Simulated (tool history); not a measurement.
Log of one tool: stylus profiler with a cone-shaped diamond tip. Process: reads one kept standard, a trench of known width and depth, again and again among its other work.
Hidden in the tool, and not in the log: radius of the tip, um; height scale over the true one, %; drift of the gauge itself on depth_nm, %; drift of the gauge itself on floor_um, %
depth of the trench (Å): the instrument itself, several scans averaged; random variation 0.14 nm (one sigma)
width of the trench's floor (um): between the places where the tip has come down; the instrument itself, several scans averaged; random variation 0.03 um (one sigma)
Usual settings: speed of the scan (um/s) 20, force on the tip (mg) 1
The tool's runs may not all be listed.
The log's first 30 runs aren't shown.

run     day  speed of the scan (um/s)  force on the tip (mg)  scans with this tip  hours of work since the height scale was calibrated  depth of the trench (Å)  width of the trench's floor (um)
 31  54.062                        64                   2.86                 8433                                                 1099                   5019.6                             25.54
 32  55.675                        64                   2.86                 8595                                                 1120                   5021.3                             25.58
 33  56.671                        34                   2.76                 8695                                                 1133                   5017.6                             25.68
 34  58.208                        34                   2.76                 8849                                                 1153                   5019.2                             25.63
 35  60.525                        34                   2.76                 9082                                                 1183                     5017                             25.56
 36  62.679                        34                   2.76                 9298                                                 1211                   5016.1                             25.55
 37  64.388                        21                   1.18                 9470                                                 1234                   4994.3                             25.56
 38  66.204                        21                   1.18                 9652                                                 1258                   4993.5                              25.5
 39  68.417                        72                   2.62                 9874                                                 1286                   5012.2                             25.41
 40  70.788                         9                   1.57                10112                                                 1317                   5001.3                             25.56
 41  72.275                         5                   0.56                10262                                                 1337                   4982.6                              25.6
 42  74.225                        13                   1.49                10457                                                 1362                   4997.9                             25.51
 43  75.879                        50                   1.16                10623                                                 1384                   4992.1                             25.29
 44  77.733                         7                   2.17                10809                                                 1408                   5005.3                              25.5
 45  79.029                        20                   0.42                10939                                                 1425                   4978.1                             25.33
 46  80.192                        20                   0.42                11056                                                 1440                   4977.1                             25.31

3 ways to go on from here, each from the tool as it stands after run 46. What would each give?
  A  81.208                        32                   0.42                11158                                                 1454                        ?                                 ?
  B  81.208                        20                   1.32                11158                                                 1454                        ?                                 ?
  C  81.208                        21                      1                11158                                                 1454                        ?                                 ?

run  depth of the trench (Å)  width of the trench's floor (um)
  A                   4975.3                             25.17
  B                   4993.4                             25.35
  C                     4987                             25.33
Without the tool's hidden state the same runs would have given:
run  depth of the trench (Å)  width of the trench's floor (um)
  A                   5012.5                             26.68
  B                   5030.7                             26.86
  C                   5024.2                             26.84

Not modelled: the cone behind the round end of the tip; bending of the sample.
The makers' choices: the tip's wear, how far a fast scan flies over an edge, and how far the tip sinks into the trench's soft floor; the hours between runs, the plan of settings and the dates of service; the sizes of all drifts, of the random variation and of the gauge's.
